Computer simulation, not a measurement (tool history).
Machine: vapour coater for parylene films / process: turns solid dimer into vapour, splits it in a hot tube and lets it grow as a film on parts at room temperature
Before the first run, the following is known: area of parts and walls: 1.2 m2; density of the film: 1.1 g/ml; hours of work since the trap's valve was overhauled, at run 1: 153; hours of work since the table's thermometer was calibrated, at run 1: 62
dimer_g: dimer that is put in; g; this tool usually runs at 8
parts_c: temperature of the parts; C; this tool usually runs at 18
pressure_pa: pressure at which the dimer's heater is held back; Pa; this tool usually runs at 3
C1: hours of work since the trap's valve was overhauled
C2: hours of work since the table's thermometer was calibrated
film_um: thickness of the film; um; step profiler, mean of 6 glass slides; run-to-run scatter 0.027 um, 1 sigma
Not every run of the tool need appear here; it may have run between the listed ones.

Run 1, hour 0: usual settings; C1 153; C2 62. Result: film_um 3.19 um.
Run 2, hour 22.8: usual settings but dimer_g 12 g; C1 168; C2 77. Result: film_um 4.71 um.
Run 3, hour 48.8: usual settings but dimer_g 12 g; C1 185; C2 93. Result: film_um 4.76 um.
Run 4, hour 74.1: usual settings but dimer_g 12 g; C1 201; C2 109. Result: film_um 4.67 um.
Run 5, hour 100.2: usual settings but dimer_g 12 g; C1 217; C2 126. Result: film_um 4.61 um.
Run 6, hour 114: usual settings but pressure_pa 3.35 Pa; C1 226; C2 135. Result: film_um 3.1 um.
Run 7, hour 125.5: usual settings; C1 234; C2 142. Result: film_um 3.13 um.
Run 8, hour 146.4: usual settings; C1 247; C2 155. Result: film_um 3.09 um.
Run 9, hour 167.4: usual settings but dimer_g 9 g; C1 260; C2 169. Result: film_um 3.41 um.
Run 10, hour 181.6: usual settings but dimer_g 9 g; C1 269; C2 178. Result: film_um 3.4 um.
Run 11, hour 192.7: usual settings but dimer_g 9 g; C1 277; C2 185. Result: film_um 3.37 um.
At hour 215: trap's valve overhauled.
Run 12, hour 221.3: usual settings but dimer_g 9 g; C1 4; C2 201. Result: film_um 3.75 um.
Run 13, hour 247.2: usual settings but dimer_g 9 g, pressure_pa 2.71 Pa; C1 21; C2 217. Result: film_um 3.77 um.
Run 14, hour 264.8: usual settings but dimer_g 9 g, pressure_pa 2.71 Pa; C1 32; C2 229. Result: film_um 3.71 um.
Run 15, hour 285.7: usual settings but dimer_g 9 g, pressure_pa 2.71 Pa; C1 45; C2 242. Result: film_um 3.7 um.
Run 16, hour 309.9: usual settings but dimer_g 9 g, pressure_pa 2.71 Pa; C1 61; C2 257. Result: film_um 3.7 um.
Run 17, hour 324.9: usual settings but dimer_g 5 g; C1 70; C2 267. Result: film_um 2.01 um.
Run 18, hour 340.9: usual settings; C1 80; C2 277. Result: film_um 3.23 um.
Run 19, hour 351.8: usual settings; C1 87; C2 284. Result: film_um 3.23 um.
Run 20, hour 375.6: usual settings; C1 103; C2 299. Result: film_um 3.21 um.
Run 21, hour 397.9: usual settings but dimer_g 3 g; C1 117; C2 313. Result: film_um 1.22 um.
Run 22, hour 424: usual settings but dimer_g 3 g; C1 133; C2 330. Result: film_um 1.19 um.
Run 23, hour 450.7: usual settings; C1 150; C2 347. Result: film_um 3.15 um.
Run 24, hour 472.8: usual settings; C1 165; C2 361. Result: film_um 3.18 um.
Run 25, hour 489.5: usual settings but dimer_g 5 g, pressure_pa 7.08 Pa; C1 175; C2 372. Result: film_um 1.78 um.
Run 26, hour 515.4: usual settings but dimer_g 5 g, parts_c 25 C, pressure_pa 6.96 Pa; C1 192; C2 389. Result: film_um 1.3 um.
Run 27, hour 540.4: usual settings but dimer_g 6 g, parts_c 20 C, pressure_pa 2.45 Pa; C1 208; C2 404. Result: film_um 2.16 um.
Run 28, hour 552.6: usual settings but dimer_g 6 g, parts_c 21 C, pressure_pa 8.59 Pa; C1 216; C2 412. Result: film_um 1.84 um.
Run 29, hour 576.7: usual settings but dimer_g 6 g, parts_c 21 C, pressure_pa 8.59 Pa; C1 231; C2 428. Result: film_um 1.82 um.
Run 30, hour 589: usual settings but dimer_g 6 g, parts_c 21 C, pressure_pa 8.59 Pa; C1 239; C2 435. Result: film_um 1.83 um.
Run 31, hour 607.8: usual settings but parts_c 12 C; C1 251; C2 448. Result: film_um 3.93 um.
Run 32, hour 627.5: usual settings but dimer_g 4 g, parts_c 22 C; C1 263; C2 460. Result: film_um 1.28 um.
Run 33, hour 641.4: usual settings but dimer_g 4 g, parts_c 22 C; C1 272; C2 469. Result: film_um 1.27 um.
Run 34, hour 655.6: usual settings but parts_c 16 C; C1 281; C2 478. Result: film_um 3.27 um.
At hour 671.2: trap's valve overhauled.
Run 35, hour 681.1: usual settings but dimer_g 13 g, parts_c 12 C; C1 6; C2 492. Result: film_um 6.9 um.
Run 36, hour 700.2: usual settings but dimer_g 13 g, parts_c 12 C; C1 19; C2 504. Result: film_um 6.99 um.
Run 37, hour 721: usual settings but dimer_g 10 g; C1 32; C2 517. Result: film_um 4.07 um.
Run 38, hour 734.1: usual settings but dimer_g 10 g; C1 40; C2 526. Result: film_um 4.04 um.
Run 39, hour 756.7: usual settings but dimer_g 4 g, parts_c 14 C, pressure_pa 5.13 Pa; C1 55; C2 540. Result: film_um 1.86 um.
Run 40, hour 780.7: usual settings but dimer_g 4 g, parts_c 19 C, pressure_pa 2.59 Pa; C1 70; C2 555. Result: film_um 1.53 um.
Run 41, hour 804.4: usual settings but dimer_g 4 g, parts_c 20 C, pressure_pa 2.1 Pa; C1 85; C2 571. Result: film_um 1.5 um.
Run 42, hour 821.1: usual settings but dimer_g 4 g, parts_c 20 C, pressure_pa 2.1 Pa; C1 96; C2 581. Result: film_um 1.5 um.
Run 43, hour 842.1: usual settings but dimer_g 4 g, parts_c 20 C, pressure_pa 2.1 Pa; C1 109; C2 595. Result: film_um 1.45 um.
Run 44, hour 855: usual settings but dimer_g 5 g, parts_c 24 C, pressure_pa 5.04 Pa; C1 117; C2 603. Result: film_um 1.44 um.
Run 45, hour 879.4: usual settings but dimer_g 7 g, parts_c 24 C, pressure_pa 2 Pa; C1 133; C2 618. Result: film_um 2.15 um.
Run 46, hour 905.7: usual settings but dimer_g 11 g, parts_c 11 C, pressure_pa 4.85 Pa; C1 150; C2 635. Result: film_um 5.59 um.
Run 47, hour 924.3: usual settings but dimer_g 11 g, parts_c 22 C, pressure_pa 3.52 Pa; C1 162; C2 647. Result: film_um 3.47 um.

Some steps in film_um, run to run, broken into two amounts with sign: the step expected even without the hidden condition (settings, incoming material, random variation), and the rest, left for the hidden condition together with whatever gauge scatter is not in both the measured and the hidden-condition-free result:
The tool's hidden condition here consists of: vapour lost through the trap's worn valve, %; true temperature of the parts over the reading, C; drift of the gauge itself on film_um, %.
Run 11 -> 12: trap's valve overhauled. film_um +0.38 um: hidden state +0.3, all else +0.08.
Run 31 -> 32: dimer_g 8 -> 4, parts_c 12 -> 22. film_um -2.65 um: hidden state +0.26, all else -2.91.
Run 34 -> 35: dimer_g 8 -> 13, parts_c 16 -> 12, trap's valve overhauled. film_um +3.63 um: hidden state +0.24, all else +3.39.
Run 36 -> 37: dimer_g 13 -> 10, parts_c 12 -> 18. film_um -2.92 um: hidden state +0.04, all else -2.96.
Run 45 -> 46: dimer_g 7 -> 11, parts_c 24 -> 11, pressure_pa 2 -> 4.85. film_um +3.44 um: hidden state -0.25, all else +3.69.
